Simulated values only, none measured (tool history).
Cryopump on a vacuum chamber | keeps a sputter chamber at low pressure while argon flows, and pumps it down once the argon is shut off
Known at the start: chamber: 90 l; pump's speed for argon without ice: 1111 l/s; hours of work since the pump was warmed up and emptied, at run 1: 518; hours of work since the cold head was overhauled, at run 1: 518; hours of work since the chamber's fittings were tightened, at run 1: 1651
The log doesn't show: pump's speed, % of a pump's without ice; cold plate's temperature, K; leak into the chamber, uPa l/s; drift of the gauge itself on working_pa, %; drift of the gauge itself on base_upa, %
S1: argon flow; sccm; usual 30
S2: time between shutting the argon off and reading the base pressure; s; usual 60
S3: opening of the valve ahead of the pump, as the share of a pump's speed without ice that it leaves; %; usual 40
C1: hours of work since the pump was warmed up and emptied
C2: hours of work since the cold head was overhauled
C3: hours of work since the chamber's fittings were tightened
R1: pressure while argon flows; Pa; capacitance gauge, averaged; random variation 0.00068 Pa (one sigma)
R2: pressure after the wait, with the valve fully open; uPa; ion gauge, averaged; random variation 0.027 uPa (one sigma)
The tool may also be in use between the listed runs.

run,hour,S1,S2,S3,C1,C2,C3,R1,R2
1,0.0,30,60,40,518,518,1651,0.1250,3.49
2,31.2,30,60,40,540,540,1672,0.1243,3.56
3,57.9,30,60,40,558,558,1690,0.1248,3.53
4,95.0,30,60,40,583,583,1716,0.1275,3.67
5,119.5,30,60,40,600,600,1732,0.1271,3.69
6,144.3,30,60,45,617,617,1749,0.1133,3.68
7,164.4,30,60,40,630,630,1763,0.1283,3.71
8,193.6,30,60,40,650,650,1783,0.1294,3.74
9,227.8,30,60,40,674,674,1806,0.1291,3.74
10,251.6,30,60,40,690,690,1822,0.1295,3.90
11,271.1,30,40,40,703,703,1836,0.1291,4.34
12,301.4,30,40,40,724,724,1856,0.1302,4.40
13,319.9,30,40,40,737,737,1869,0.1317,4.37
14,355.2,30,116,40,761,761,1893,0.1312,3.61
# hour 371.1: pump warmed up, emptied and cooled again
15,386.4,30,60,40,10,778,1911,0.1155,3.40
16,423.1,30,60,40,36,804,1936,0.1157,3.36
17,451.5,30,60,40,55,823,1955,0.1158,3.34
18,474.2,30,60,22,70,838,1971,0.2081,3.40
19,500.2,30,20,38,88,856,1989,0.1226,5.33
20,523.8,18,136,40,104,872,2005,0.0704,3.01
21,549.2,18,136,40,121,890,2022,0.0705,2.99
22,570.9,22,92,40,136,904,2037,0.0859,3.22
23,588.3,27,250,33,148,916,2049,0.1274,2.86
24,610.2,19,250,21,163,931,2064,0.1402,2.74
25,627.2,38,60,40,175,943,2075,0.1480,3.65
26,651.0,33,216,40,191,959,2091,0.1301,3.05
27,678.7,33,216,40,210,978,2110,0.1292,2.97
28,703.0,33,216,40,226,994,2127,0.1310,3.02
29,722.8,13,60,56,240,1008,2140,0.0382,3.78
30,758.0,13,60,56,264,1032,2164,0.0372,3.84
31,774.5,13,60,56,275,1043,2176,0.0373,3.72
32,809.9,14,50,22,299,1067,2200,0.0997,3.95
33,839.5,37,60,28,320,1088,2220,0.2087,3.91
34,859.0,17,60,40,333,1101,2233,0.0695,3.92

4 ways to go on from here, each from the tool as it stands after run 34. What would each give?
A,876.2,13,135,46,345,1113,2245,?,?
B,876.2,39,119,54,345,1113,2245,?,?
C,876.2,24,60,19,345,1113,2245,?,?
D,876.2,13,46,38,345,1113,2245,?,?

run,R1,R2
A,0.0450,3.46
B,0.1193,3.57
C,0.1979,4.03
D,0.0554,4.24
Without the tool's hidden state the same runs would have given:
run,R1,R2
A,0.0420,0.69
B,0.1104,0.76
C,0.1924,1.23
D,0.0524,1.46
